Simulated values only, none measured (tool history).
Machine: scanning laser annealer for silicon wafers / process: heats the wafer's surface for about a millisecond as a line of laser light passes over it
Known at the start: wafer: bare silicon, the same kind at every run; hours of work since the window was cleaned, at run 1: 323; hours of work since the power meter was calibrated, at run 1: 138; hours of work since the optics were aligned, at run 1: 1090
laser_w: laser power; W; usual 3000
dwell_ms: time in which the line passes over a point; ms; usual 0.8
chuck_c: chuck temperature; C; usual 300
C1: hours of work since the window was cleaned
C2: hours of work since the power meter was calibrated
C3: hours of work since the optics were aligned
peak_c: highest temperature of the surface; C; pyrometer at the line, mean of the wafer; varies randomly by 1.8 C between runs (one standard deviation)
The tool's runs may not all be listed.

Run 1, hour 0: usual settings; C1 323; C2 138; C3 1090. Result: peak_c 1016 C.
Run 2, hour 8.2: usual settings; C1 327; C2 142; C3 1094. Result: peak_c 1020 C.
Run 3, hour 22.6: usual settings but laser_w 2680 W; C1 334; C2 149; C3 1101. Result: peak_c 942 C.
Run 4, hour 37.7: usual settings but laser_w 3149 W; C1 341; C2 156; C3 1108. Result: peak_c 1053 C.
Run 5, hour 53.4: usual settings but laser_w 3149 W; C1 349; C2 164; C3 1115. Result: peak_c 1052 C.
At hour 56.7: window over the wafer cleaned.
Run 6, hour 65.4: usual settings but laser_w 3149 W, dwell_ms 0.874 ms; C1 4; C2 169; C3 1120. Result: peak_c 1070 C.
Run 7, hour 73: usual settings but dwell_ms 0.87 ms; C1 8; C2 172; C3 1124. Result: peak_c 1032 C.
Run 8, hour 84.3: usual settings; C1 13; C2 178; C3 1129. Result: peak_c 1001 C.
Run 9, hour 99.8: usual settings but chuck_c 264 C; C1 21; C2 185; C3 1137. Result: peak_c 969 C.
At hour 116.3: window over the wafer cleaned, once more.
Run 10, hour 117.4: usual settings but laser_w 2647 W, chuck_c 321 C; C1 1; C2 193; C3 1144. Result: peak_c 984 C.
Run 11, hour 129.1: usual settings but laser_w 2647 W, chuck_c 321 C; C1 6; C2 198; C3 1150. Result: peak_c 985 C.
Run 12, hour 141.6: usual settings but laser_w 2725 W; C1 12; C2 204; C3 1156. Result: peak_c 980 C.
Run 13, hour 149.2: usual settings but laser_w 2676 W, dwell_ms 0.812 ms, chuck_c 329 C; C1 16; C2 208; C3 1160. Result: peak_c 1003 C.

Run 14 has not been measured yet. What should we expect?
Run 14, hour 160.6: usual settings but dwell_ms 0.718 ms, chuck_c 321 C; C1 21; C2 213; C3 1165. Result: peak_c ?.

Run 14 gave peak_c 1039 C.
Without the tool's hidden state the same run would have given peak_c 1054 C.
